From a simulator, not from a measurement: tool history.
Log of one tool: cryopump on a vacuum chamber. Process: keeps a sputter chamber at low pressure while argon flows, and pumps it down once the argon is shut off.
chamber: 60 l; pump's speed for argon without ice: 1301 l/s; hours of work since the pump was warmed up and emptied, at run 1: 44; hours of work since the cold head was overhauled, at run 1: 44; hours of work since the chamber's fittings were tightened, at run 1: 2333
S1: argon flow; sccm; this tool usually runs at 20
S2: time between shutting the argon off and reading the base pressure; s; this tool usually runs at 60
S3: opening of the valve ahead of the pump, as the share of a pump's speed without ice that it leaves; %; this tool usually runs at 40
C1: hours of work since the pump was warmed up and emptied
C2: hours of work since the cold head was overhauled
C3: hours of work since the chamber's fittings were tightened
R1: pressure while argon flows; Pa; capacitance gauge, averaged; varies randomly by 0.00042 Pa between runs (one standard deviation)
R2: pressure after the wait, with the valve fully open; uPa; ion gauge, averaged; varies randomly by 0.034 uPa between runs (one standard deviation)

run,hour,S1,S2,S3,C1,C2,C3,R1,R2
1,0.0,20,60,40,44,44,2333,0.0657,4.04
2,19.7,20,60,40,61,61,2350,0.0652,3.95
3,45.0,20,60,40,82,82,2371,0.0656,3.99
4,64.8,20,60,40,99,99,2388,0.0661,4.19
5,79.0,30,60,40,111,111,2400,0.0996,4.07
6,103.2,20,60,40,132,132,2420,0.0658,4.12
7,114.1,20,60,40,141,141,2430,0.0668,4.18
8,125.3,20,60,40,150,150,2439,0.0671,4.22
9,143.2,20,60,40,165,165,2454,0.0675,4.23
10,160.3,35,60,40,180,180,2469,0.1180,4.12
11,172.2,35,60,40,190,190,2479,0.1178,4.33
12,188.7,35,60,40,204,204,2493,0.1189,4.29
13,200.1,35,60,40,213,213,2502,0.1187,4.31
14,213.7,35,60,40,225,225,2514,0.1183,4.47
15,229.2,35,60,40,238,238,2527,0.1194,4.36
16,252.5,35,60,40,258,258,2547,0.1196,4.56
17,269.9,35,60,31,272,272,2561,0.1537,4.45
18,294.2,26,201,30,293,293,2582,0.1172,3.31
19,305.1,26,102,30,302,302,2591,0.1182,3.81
20,323.4,10,79,30,318,318,2607,0.0452,4.25
21,338.5,10,59,17,330,330,2619,0.0786,4.77
22,353.3,10,59,17,343,343,2632,0.0796,4.65
23,372.1,10,59,17,359,359,2648,0.0786,4.59
# hour 382.3: leaking fittings of the chamber tightened, without venting
24,399.4,13,59,37,380,380,14,0.0488,1.93
25,415.4,13,59,37,394,394,28,0.0489,1.89
# hour 434.4: pump warmed up, emptied and cooled again
26,435.5,11,146,27,1,407,41,0.0534,0.91
27,449.6,28,111,40,13,418,53,0.0909,1.15
28,472.6,20,21,20,32,438,72,0.1303,4.82
29,493.1,11,21,30,50,455,89,0.0481,4.94
30,508.6,20,60,35,63,468,102,0.0747,1.91
31,534.5,20,236,30,85,490,124,0.0886,0.75
32,556.8,26,86,30,104,509,143,0.1153,1.47
33,567.5,26,86,30,113,518,152,0.1137,1.46
34,582.1,26,92,19,125,530,165,0.1790,1.45

Below, each run's measurement less what the same run would have read without the hidden state. Both values contain the same run-to-run variation, but the gauge's scatter may not be the same in both:
Hidden state at play: pump's speed, % of a pump's without ice; cold plate's temperature, K; leak into the chamber, uPa l/s; drift of the gauge itself on working_pa, %; drift of the gauge itself on base_upa, %.
run,R1,R2
1,+0.0007,+2.19
2,+0.0009,+2.15
3,+0.0011,+2.21
4,+0.0013,+2.31
5,+0.0022,+2.26
6,+0.0017,+2.30
7,+0.0018,+2.36
8,+0.0019,+2.37
9,+0.0021,+2.40
10,+0.0040,+2.37
11,+0.0044,+2.50
12,+0.0047,+2.48
13,+0.0049,+2.50
14,+0.0051,+2.61
15,+0.0055,+2.54
16,+0.0060,+2.67
17,+0.0063,+2.62
18,+0.0051,+2.63
19,+0.0053,+2.65
20,+0.0021,+2.77
21,+0.0022,+2.85
22,+0.0023,+2.83
23,+0.0024,+2.78
24,+0.0033,+0.07
25,+0.0035,+0.08
26,+0.0001,+0.04
27,+0.0005,+0.05
28,+0.0006,+0.07
29,+0.0004,+0.09
30,+0.0009,+0.10
31,+0.0012,+0.13
32,+0.0019,+0.14
33,+0.0019,+0.16
34,+0.0022,+0.17
